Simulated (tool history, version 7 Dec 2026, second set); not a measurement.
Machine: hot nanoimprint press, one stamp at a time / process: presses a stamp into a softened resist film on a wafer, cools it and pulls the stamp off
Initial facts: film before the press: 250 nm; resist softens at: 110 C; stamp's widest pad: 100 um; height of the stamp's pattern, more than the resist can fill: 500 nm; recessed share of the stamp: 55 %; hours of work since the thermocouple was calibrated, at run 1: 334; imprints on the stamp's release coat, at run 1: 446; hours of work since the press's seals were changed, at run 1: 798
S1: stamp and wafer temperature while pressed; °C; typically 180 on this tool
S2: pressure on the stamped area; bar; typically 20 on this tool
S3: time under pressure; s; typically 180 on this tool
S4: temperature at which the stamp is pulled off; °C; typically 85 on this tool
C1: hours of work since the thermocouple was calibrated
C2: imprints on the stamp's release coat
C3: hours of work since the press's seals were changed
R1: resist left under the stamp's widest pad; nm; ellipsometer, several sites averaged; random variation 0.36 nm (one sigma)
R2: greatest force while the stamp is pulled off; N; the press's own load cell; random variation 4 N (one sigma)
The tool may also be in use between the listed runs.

run	hour	S1	S2	S3	S4	C1	C2	C3	R1	R2
1	0	180	20	180	85	334	446	798	102	196
2	35.2	180	20	180	90	353	566	817	101.9	162
3	69	180	20	180	90	372	681	836	102	167
4	88.3	180	20	180	90	382	747	846	101.8	172
# hour 105.6: plate thermocouple calibrated
5	110.1	180	20	180	90	2	812	856	101.5	165
6	138.8	180	14.6	180	90	18	910	872	120.7	164
7	172.4	180	14.6	180	90	36	1025	890	120.9	169
8	196.5	171	20	180	85	49	1107	903	146.7	196
9	217.6	171	20	180	85	61	1179	915	146	201
10	255.6	180	20	180	73	82	1309	936	100.2	267
11	295.5	180	20	180	73	103	1446	957	99.4	264
12	330.7	180	20	180	73	122	1566	976	99.5	254
13	348.4	180	20	180	73	132	1627	986	99.6	268
# hour 364.5: gauge calibrated
14	370.3	180	20	180	73	144	1702	998	102	251
15	395.6	180	18.7	180	85	158	1788	1012	105.8	199
16	419.6	180	20	180	85	171	1870	1025	102.2	196
17	456.5	180	20	180	85	191	1997	1045	101.7	198
18	475.3	180	20	172	81	201	2061	1055	102.7	222
19	508.5	180	24.8	188	85	219	2174	1073	87.4	204
20	526.7	186	24.8	179	73	229	2237	1083	68.8	259
21	544.4	169	20	173	91	239	2297	1093	160.1	169
# hour 553.4: stamp cleaned and given a new release coat
22	585.6	172	20	95	83	258	110	1112	165.6	207
23	624.7	181	20	95	91	279	244	1133	118.5	159
24	658.2	180	20	264	85	297	359	1151	88.1	197
# hour 668.6: press's hydraulic seals changed and the load cell set to zero
25	685	174	20	332	85	308	423	9	105.8	187
26	716.7	174	20	332	85	325	531	26	105.9	199
27	746.5	180	20	100	85	341	634	42	120.1	192
28	762.7	180	20	210	85	350	689	51	94.4	192
29	800.6	180	20	124	82	371	818	72	111.2	209
30	821.6	180	20	124	82	382	890	83	111.3	206
# hour 839: plate thermocouple calibrated
31	846.9	176	27.3	124	92	4	966	95	110.5	165

Alternative continuations, all from the tool just after run 31; predict every row:
A	871.8	179	21.9	180	81	18	1051	109	?	?
B	871.8	189	12.3	146	92	18	1051	109	?	?
C	871.8	180	24.4	180	85	18	1051	109	?	?

run	R1	R2
A	97.4	217
B	97.9	151
C	87.6	197
Without the tool's unlogged condition, the same runs would have read:
run	R1	R2
A	101.1	215
B	101.6	150
C	90.9	196
